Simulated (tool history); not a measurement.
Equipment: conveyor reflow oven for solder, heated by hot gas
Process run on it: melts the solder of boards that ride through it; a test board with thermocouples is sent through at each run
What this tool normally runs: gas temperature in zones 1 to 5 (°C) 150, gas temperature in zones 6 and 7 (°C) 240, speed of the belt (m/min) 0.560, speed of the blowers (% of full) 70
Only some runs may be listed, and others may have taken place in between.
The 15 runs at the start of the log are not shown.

| run | hour | gas temperature in zones 1 to 5 (°C) | gas temperature in zones 6 and 7 (°C) | speed of the belt (m/min) | speed of the blowers (% of full) | hours of work since the flux was cleaned out | hours of work since the belt drive was overhauled | hours of work since the thermocouples were changed | highest temperature of the board (°C) | time above the solder's melting point (s) |
|---|---|---|---|---|---|---|---|---|---|---|
| 16 | 741.1 | 150 | 248 | 0.560 | 70 | 322 | 764 | 124 | 229.83 | 68.84 |
|  | 751.5 | flux residue cleaned out of gas plates and filters |
| 17 | 775.3 | 156 | 234 | 0.652 | 87 | 15 | 782 | 142 | 220.30 | 56.57 |
| 18 | 805.3 | 156 | 234 | 0.652 | 56 | 33 | 801 | 161 | 212.18 | 49.65 |
| 19 | 838.5 | 156 | 234 | 0.493 | 55 | 53 | 821 | 181 | 220.37 | 75.18 |
| 20 | 885.4 | 150 | 240 | 0.601 | 70 | 82 | 849 | 209 | 222.70 | 59.89 |
| 21 | 937.4 | 150 | 240 | 0.560 | 64 | 114 | 881 | 241 | 223.07 | 64.77 |
| 22 | 991.4 | 150 | 240 | 0.560 | 64 | 147 | 914 | 274 | 223.08 | 64.83 |
| 23 | 1018.3 | 162 | 229 | 0.567 | 50 | 163 | 931 | 291 | 211.94 | 60.68 |
| 24 | 1068.8 | 150 | 235 | 0.560 | 70 | 194 | 961 | 322 | 220.29 | 63.16 |
| 25 | 1098.0 | 153 | 241 | 0.560 | 70 | 212 | 979 | 339 | 225.97 | 67.91 |
| 26 | 1153.5 | 153 | 241 | 0.577 | 74 | 246 | 1013 | 373 | 225.73 | 65.95 |
| 27 | 1199.2 | 151 | 240 | 0.560 | 90 | 274 | 1041 | 401 | 228.32 | 68.61 |
| 28 | 1231.3 | 160 | 235 | 0.560 | 77 | 293 | 1061 | 421 | 223.03 | 69.82 |
|  | 1285.3 | flux residue cleaned out of gas plates and filters |
| 29 | 1285.3 | 150 | 228 | 0.651 | 74 | 0 | 1091 | 451 | 212.35 | 48.94 |
| 30 | 1318.0 | 150 | 228 | 0.651 | 74 | 20 | 1111 | 471 | 212.44 | 48.81 |
| 31 | 1362.9 | 150 | 250 | 0.473 | 69 | 47 | 1138 | 498 | 239.36 | 86.76 |

Here are 3 independent what-if runs from the current tool condition. What would each one return?
| A | 1415.3 | 150 | 241 | 0.547 | 74 | 79 | 1170 | 530 | ? | ? |
| B | 1415.3 | 158 | 240 | 0.473 | 72 | 79 | 1170 | 530 | ? | ? |
| C | 1415.3 | 150 | 240 | 0.648 | 56 | 79 | 1170 | 530 | ? | ? |

| run | highest temperature of the board (°C) | time above the solder's melting point (s) |
|---|---|---|
| A | 228.30 | 69.96 |
| B | 231.91 | 86.69 |
| C | 216.27 | 50.71 |
The same runs, with their run-to-run variation unchanged, on a tool lacking any hidden condition would have given:
| run | highest temperature of the board (°C) | time above the solder's melting point (s) |
|---|---|---|
| A | 227.26 | 68.67 |
| B | 230.76 | 85.19 |
| C | 215.30 | 49.48 |
